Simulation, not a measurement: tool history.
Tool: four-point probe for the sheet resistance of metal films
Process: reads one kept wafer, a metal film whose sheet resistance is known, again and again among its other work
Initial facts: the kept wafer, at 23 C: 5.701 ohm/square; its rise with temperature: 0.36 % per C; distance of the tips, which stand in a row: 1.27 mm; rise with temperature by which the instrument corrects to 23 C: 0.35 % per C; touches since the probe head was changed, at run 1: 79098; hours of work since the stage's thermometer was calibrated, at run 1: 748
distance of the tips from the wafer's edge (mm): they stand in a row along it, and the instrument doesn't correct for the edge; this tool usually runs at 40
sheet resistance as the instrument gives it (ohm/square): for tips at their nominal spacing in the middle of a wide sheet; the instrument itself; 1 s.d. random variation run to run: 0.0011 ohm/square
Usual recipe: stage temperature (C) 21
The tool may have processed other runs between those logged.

run    hour  stage temperature (C)  distance of the tips from the wafer's edge (mm)  touches since the probe head was changed  hours of work since the stage's thermometer was calibrated  sheet resistance as the instrument gives it (ohm/square)
  1       0                     21                                               40                                     79098                                                         748                                                  5.749231
  2    33.1                     21                                               40                                     80005                                                         763                                                  5.747773
  3    74.7                     21                                               40                                     81141                                                         781                                                  5.749333
  4     113                     21                                               40                                     82191                                                         798                                                  5.749074
  5   136.8                     21                                               40                                     82842                                                         808                                                   5.74889
  6     167                     21                                               40                                     83669                                                         822                                                   5.74751
  7   186.8                     21                                               40                                     84209                                                         830                                                  5.750545
  8   213.9                     21                                               40                                     84950                                                         842                                                  5.750542
  9   252.6                     21                                               40                                     86010                                                         859                                                  5.751799
 10   280.2                     26                                               40                                     86763                                                         871                                                  5.755914
 11   299.4                     26                                               40                                     87288                                                         880                                                  5.757472
 12   325.8                     21                                               40                                     88012                                                         892                                                  5.755429
      330.1  -- stage's thermometer calibrated
 13   353.6                     23                                               40                                     88758                                                          10                                                  5.754947
 14   392.9                     23                                               40                                     89835                                                          28                                                  5.752993
 15   423.8                     23                                               40                                     90680                                                          41                                                   5.75639
 16   460.6                     23                                               40                                     91687                                                          57                                                  5.755339
 17   501.8                     23                                               40                                     92814                                                          76                                                  5.756173
 18   523.7                     21                                               10                                     93413                                                          85                                                  5.800587
      527.9  -- stage's thermometer calibrated, once more
 19   556.5                     34                                               10                                     94297                                                          13                                                  5.820129
 20   593.7                     34                                               10                                     95314                                                          29                                                  5.822498
 21   624.9                     34                                               10                                     96169                                                          43                                                  5.820399
 22     647                     34                                               10                                     96772                                                          52                                                  5.823967
 23   666.4                     21                                               15                                     97303                                                          61                                                  5.782259
 24   686.4                     23                                               15                                     97852                                                          70                                                  5.785702
 25   725.4                     23                                               15                                     98918                                                          87                                                  5.786304
 26   758.3                     29                                               13                                     99819                                                         101                                                  5.800308
 27   783.3                     30                                               40                                    100502                                                         112                                                  5.774934
 28   805.3                     30                                                4                                    101105                                                         122                                                  6.067675
 29   845.2                     19                                               73                                    102197                                                         140                                                  5.765805
 30   866.7                     19                                               73                                    102785                                                         149                                                  5.765648
 31   885.9                     32                                               14                                    103311                                                         158                                                  5.800248
 32   921.6                     32                                               32                                    104287                                                         173                                                  5.780738
 33   939.7                     32                                               32                                    104782                                                         181                                                  5.780462
 34   973.7                     32                                               11                                    105713                                                         196                                                  5.816954
 35   996.8                     32                                               54                                    106343                                                         207                                                    5.7787
 36  1018.9                     24                                               36                                    106949                                                         216                                                  5.774898
 37  1046.7                     24                                               65                                    107709                                                         229                                                  5.772245
 38    1077                     24                                               65                                    108539                                                         242                                                  5.772494
 39  1099.5                     24                                               65                                    109154                                                         252                                                  5.773273
 40  1124.4                     18                                               29                                    109835                                                         263                                                  5.772829
 41  1158.6                     18                                               29                                    110771                                                         278                                                  5.773978

Per-run results on a tool with no hidden state, each run keeping its own random variation:
What the log doesn't record here: inner tips' distance over the nominal, %; tips' flats over new ones', %; wafer's true temperature over the reading, C; drift of the gauge itself on sheet_ohm, %.
run  sheet resistance as the instrument gives it (ohm/square)
  1                                                   5.70376
  2                                                  5.701796
  3                                                  5.702632
  4                                                  5.701793
  5                                                  5.701237
  6                                                  5.699443
  7                                                  5.702139
  8                                                  5.701696
  9                                                  5.702312
 10                                                   5.70585
 11                                                  5.707094
 12                                                  5.704741
 13                                                  5.704853
 14                                                  5.702305
 15                                                  5.705117
 16                                                  5.703454
 17                                                  5.703664
 18                                                  5.747401
 19                                                  5.758379
 20                                                   5.76006
 21                                                  5.757502
 22                                                  5.760653
 23                                                  5.718989
 24                                                  5.722093
 25                                                  5.722096
 26                                                  5.735386
 27                                                  5.709891
 28                                                  5.999225
 29                                                  5.699818
 30                                                  5.699293
 31                                                  5.733252
 32                                                  5.713351
 33                                                  5.712765
 34                                                  5.748352
 35                                                  5.710158
 36                                                  5.706048
 37                                                  5.702959
 38                                                  5.702708
 39                                                  5.703113
 40                                                  5.702281
 41                                                  5.702855
